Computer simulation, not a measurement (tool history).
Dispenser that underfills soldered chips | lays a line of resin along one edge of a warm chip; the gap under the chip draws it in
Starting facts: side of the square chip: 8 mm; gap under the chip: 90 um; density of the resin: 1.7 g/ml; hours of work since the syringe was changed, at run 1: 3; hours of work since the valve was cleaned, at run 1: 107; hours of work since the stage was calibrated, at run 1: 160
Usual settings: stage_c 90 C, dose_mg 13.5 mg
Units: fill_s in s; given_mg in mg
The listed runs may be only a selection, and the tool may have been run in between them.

run   hour  stage_c  dose_mg  hours of work since the syringe was changed  hours of work since the valve was cleaned  hours of work since the stage was calibrated  fill_s  given_mg
  1    0.0       90     13.5                                            3                                        107                                           160    51.7     12.41
       5.1  -- dispensing valve cleaned and set on the balance
  2    8.6       90     13.0                                            9                                          3                                           166    67.5     12.92
       9.7  -- new syringe of resin
  3   18.4       90     13.0                                            6                                          9                                           173    61.4     12.88
      22.2  -- new syringe of resin
  4   25.3       90     13.0                                            2                                         14                                           178    48.6     12.94
  5   30.7       90     13.0                                            6                                         18                                           182    60.2     12.84
      34.8  -- new syringe of resin
  6   35.7       90     13.0                                            1                                         22                                           185    44.7     12.73
  7   42.8       90     13.5                                            6                                         27                                           190    58.5     13.34
      47.3  -- new syringe of resin
  8   47.3       88     13.5                                            0                                         30                                           193    46.1     13.22
  9   54.6       88     13.5                                            5                                         35                                           199    61.9     13.26
      60.0  -- new syringe of resin
 10   63.8       90     13.5                                            3                                         42                                           205    51.7     13.03
 11   67.9       90     13.5                                            6                                         45                                           208    59.0     13.12
      72.5  -- new syringe of resin
 12   76.8       90     13.5                                            3                                         51                                           214    51.5     13.00
 13   84.2       83     13.5                                            9                                         57                                           220    83.6     12.90
      85.1  -- new syringe of resin
 14   94.0       83     13.5                                            7                                         64                                           227    77.6     12.91
      97.8  -- new syringe of resin
 15  101.5       83     13.5                                            3                                         69                                           232    60.9     12.81
     110.4  -- new syringe of resin
 16  110.4       90     15.7                                            0                                         75                                           238    42.9     14.73
 17  115.2       90     15.7                                            3                                         79                                           242    51.2     14.78
 18  121.7      103     15.7                                            8                                         83                                           247    44.1     14.76
     123.1  -- new syringe of resin
 19  126.3       77     11.9                                            2                                         87                                           250    78.6     11.09
 20  130.7       77     14.5                                            6                                         90                                           253    84.9     13.58
     135.7  -- new syringe of resin
 21  136.7       88     13.1                                            1                                         94                                           257    49.4     12.24
 22  141.8       89     13.1                                            4                                         98                                           261    58.7     12.15
     148.1  -- new syringe of resin
 23  148.1       85     16.1                                            0                                        102                                           265    50.3     15.04
 24  152.2      101     16.1                                            3                                        105                                           268    35.6     14.86
 25  156.2      101     16.1                                            6                                        108                                           271    42.2     14.92
     159.4  -- dispensing valve cleaned and set on the balance
     161.7  -- new syringe of resin
 26  166.7       78     12.6                                            4                                          5                                           278    78.4     12.55
 27  172.8      104     15.9                                            8                                         10                                           282    42.9     15.70
     174.5  -- new syringe of resin
 28  180.4       87     16.2                                            4                                         15                                           288    57.0     16.00
     187.2  -- new syringe of resin
 29  188.3       94     13.5                                            1                                         20                                           293    40.7     13.32
 30  197.2       94     13.5                                            7                                         27                                           300    57.8     13.13
     199.8  -- new syringe of resin
 31  202.5       80     13.0                                            2                                         31                                           304    67.7     12.72
 32  211.4      104     17.3                                            9                                         37                                           310    43.2     16.74
     212.3  -- new syringe of resin
 33  219.3       90     13.0                                            5                                         43                                           316    59.1     12.45
 34  224.2       79     14.4                                            9                                         46                                           319    95.8     13.84
     225.0  -- new syringe of resin
 35  233.1      101     13.9                                            6                                         53                                           326    42.5     13.34

Alternative continuations, all from the tool just after run 35; predict every row:
     237.6  -- new syringe of resin
  A  240.7       80     13.5                                            2                                         58                                           331       ?         ?
     237.6  -- new syringe of resin
  B  240.7       76     13.3                                            2                                         58                                           331       ?         ?
     237.6  -- new syringe of resin
  C  240.7      101     15.4                                            2                                         58                                           331       ?         ?
     237.6  -- new syringe of resin
  D  240.7       78     14.2                                            2                                         58                                           331       ?         ?

run  fill_s  given_mg
  A    68.8     12.92
  B    78.3     12.59
  C    34.3     14.75
  D    71.8     13.67
Had the tool no hidden state, the same runs would have come out as:
run  fill_s  given_mg
  A    58.6     13.54
  B    66.4     13.19
  C    29.4     15.45
  D    61.2     14.33

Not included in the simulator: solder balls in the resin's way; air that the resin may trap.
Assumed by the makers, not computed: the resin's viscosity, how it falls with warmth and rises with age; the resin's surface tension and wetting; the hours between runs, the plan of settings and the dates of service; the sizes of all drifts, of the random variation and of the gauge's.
